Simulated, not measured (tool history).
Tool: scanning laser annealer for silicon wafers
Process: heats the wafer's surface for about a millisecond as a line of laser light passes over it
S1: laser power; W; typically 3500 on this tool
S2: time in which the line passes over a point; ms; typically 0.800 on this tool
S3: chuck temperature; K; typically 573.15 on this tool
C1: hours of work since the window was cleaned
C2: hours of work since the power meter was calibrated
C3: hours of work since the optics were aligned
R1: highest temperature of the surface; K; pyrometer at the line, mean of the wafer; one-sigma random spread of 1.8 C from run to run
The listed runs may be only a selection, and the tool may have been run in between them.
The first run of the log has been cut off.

run	day	S1	S2	S3	C1	C2	C3	R1
2	0.721	3500	0.800	573.15	484	621	123	1250.15
3	1.692	3500	0.800	573.15	501	638	140	1247.15
4	3.083	3500	0.800	585.15	526	663	165	1259.15
5	4.267	3500	0.800	573.15	547	684	186	1243.15
6	5.708	3500	0.806	573.15	573	710	212	1245.15
7	7.188	3511	0.806	573.15	600	737	238	1246.15
8	7.962	3511	0.806	573.15	614	750	252	1243.15
9	8.783	3511	0.806	573.15	628	765	267	1241.15
10	10.292	3511	0.806	573.15	655	792	294	1246.15
11	11.717	3511	0.806	573.15	681	818	319	1239.15
12	13.092	3511	0.806	573.15	705	842	344	1236.15
13	13.954	3500	0.800	573.15	721	858	359	1231.15
14	14.792	3500	0.800	573.15	736	873	374	1229.15
15	15.471	3500	0.800	541.15	748	885	387	1197.15
16	16.242	3500	0.800	573.15	762	899	400	1229.15
17	17.092	3500	0.825	573.15	777	914	416	1239.15
18	18.283	3500	0.825	573.15	798	935	437	1236.15
19	19.233	3500	0.825	573.15	815	952	454	1238.15
20	20.117	3500	0.825	573.15	831	968	470	1234.15
21	20.817	3500	0.825	573.15	844	980	482	1235.15

Expected results for the next run?
22	21.812	3391	0.728	585.15	862	998	500	?

R1: 1184.15 K
Minus the tool's unlogged condition, the same run would have read R1 1236.15 K.
